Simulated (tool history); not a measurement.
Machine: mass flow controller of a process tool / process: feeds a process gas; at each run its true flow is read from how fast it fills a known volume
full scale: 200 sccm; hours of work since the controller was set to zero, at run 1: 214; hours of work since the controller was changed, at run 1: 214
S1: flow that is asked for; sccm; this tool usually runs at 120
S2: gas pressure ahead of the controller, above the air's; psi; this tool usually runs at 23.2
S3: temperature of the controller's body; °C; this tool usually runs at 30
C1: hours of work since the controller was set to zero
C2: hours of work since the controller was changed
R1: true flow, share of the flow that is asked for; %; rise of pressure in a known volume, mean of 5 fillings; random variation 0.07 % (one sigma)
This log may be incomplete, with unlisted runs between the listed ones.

run     day   S1    S2  S3   C1   C2     R1
  1   0.000  120  23.2  30  214  214  99.40
  2   2.742  120  23.2  30  241  241  99.44
  3   5.062  159  23.2  30  264  264  99.81
  4   6.600  159  23.2  30  279  279  99.53
  5   8.408  120  32.8  30  297  297  99.48
  6  10.279  120  32.8  30  316  316  99.38
  7  12.675  120  23.2  24  339  339  98.73
  8  15.783  120  23.2  30  370  370  99.14
  9  17.079  120  23.2  30  383  383  98.94
 10  18.871  120  23.2  30  401  401  98.97
 11  21.242  120  23.2  28  424  424  98.96
 12  23.562  134  21.6  29  447  447  98.99
 13  25.442   51  26.3  35  466  466  98.48
 14  28.158   51  26.3  35  492  492  98.48
 15  30.217   92  23.2  30  513  513  98.52
 16  31.767   92  23.2  33  528  528  98.61

The next listed run, before its measurement:
 17  33.104  142  24.4  37  541  541   ?

R1: 99.53 %
Were there no unlogged condition in the tool, this run, its random variation unchanged, would have produced R1 100.21 %.

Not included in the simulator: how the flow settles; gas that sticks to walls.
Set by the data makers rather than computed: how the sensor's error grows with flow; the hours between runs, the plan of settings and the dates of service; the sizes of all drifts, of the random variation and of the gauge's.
